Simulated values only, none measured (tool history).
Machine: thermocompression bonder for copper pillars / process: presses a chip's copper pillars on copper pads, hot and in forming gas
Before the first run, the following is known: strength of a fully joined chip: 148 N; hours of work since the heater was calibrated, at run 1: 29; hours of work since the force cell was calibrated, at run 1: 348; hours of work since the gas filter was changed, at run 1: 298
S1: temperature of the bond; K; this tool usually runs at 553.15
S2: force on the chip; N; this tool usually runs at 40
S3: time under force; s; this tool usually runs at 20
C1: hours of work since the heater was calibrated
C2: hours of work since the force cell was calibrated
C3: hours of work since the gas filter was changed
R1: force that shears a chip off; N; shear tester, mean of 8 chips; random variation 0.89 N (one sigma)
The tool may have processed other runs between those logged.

run,hour,S1,S2,S3,C1,C2,C3,R1
1,0.0,553.15,40,20,29,348,298,93.6
# hour 34.2: forming gas filter changed
2,34.5,546.15,40,20,44,363,0,98.5
3,70.1,546.15,40,20,60,379,16,95.0
4,99.0,553.15,40,20,73,392,29,99.7
5,127.9,553.15,40,20,86,405,42,101.7
6,166.0,553.15,40,20,103,422,59,101.3
7,190.8,553.15,40,20,114,433,70,102.1
8,210.5,528.15,40,20,122,442,78,81.8
# hour 214.4: force cell calibrated
9,250.0,528.15,40,20,139,16,95,81.4
10,277.5,553.15,40,16,151,28,108,96.1
11,309.0,553.15,40,16,165,42,122,93.8
# hour 329.0: force cell calibrated, once more
12,344.1,582.15,27,19,180,7,137,85.4
13,367.5,553.15,44,39,191,17,147,115.9
14,386.5,553.15,44,39,199,26,155,115.6
15,415.2,549.15,37,15,212,38,168,79.5
16,438.3,549.15,37,15,222,49,178,79.0
17,474.5,549.15,32,15,238,65,195,69.9
18,509.2,549.15,41,15,254,80,210,84.7
19,548.8,553.15,40,20,272,98,228,91.7
20,580.6,553.15,40,20,286,112,242,93.2

Here are 5 independent what-if runs from the current tool condition. What would each one return?
A,618.3,540.15,40,24,302,129,259,?
B,618.3,557.15,40,20,302,129,259,?
C,618.3,573.15,40,20,302,129,259,?
D,618.3,553.15,47,20,302,129,259,?
E,618.3,539.15,33,32,302,129,259,?

run,R1
A,86.5
B,93.2
C,103.5
D,101.8
E,79.9
With the hidden condition removed and each run's random variation left untouched, the same runs would have given:
run,R1
A,95.5
B,102.7
C,113.5
D,112.0
E,88.4

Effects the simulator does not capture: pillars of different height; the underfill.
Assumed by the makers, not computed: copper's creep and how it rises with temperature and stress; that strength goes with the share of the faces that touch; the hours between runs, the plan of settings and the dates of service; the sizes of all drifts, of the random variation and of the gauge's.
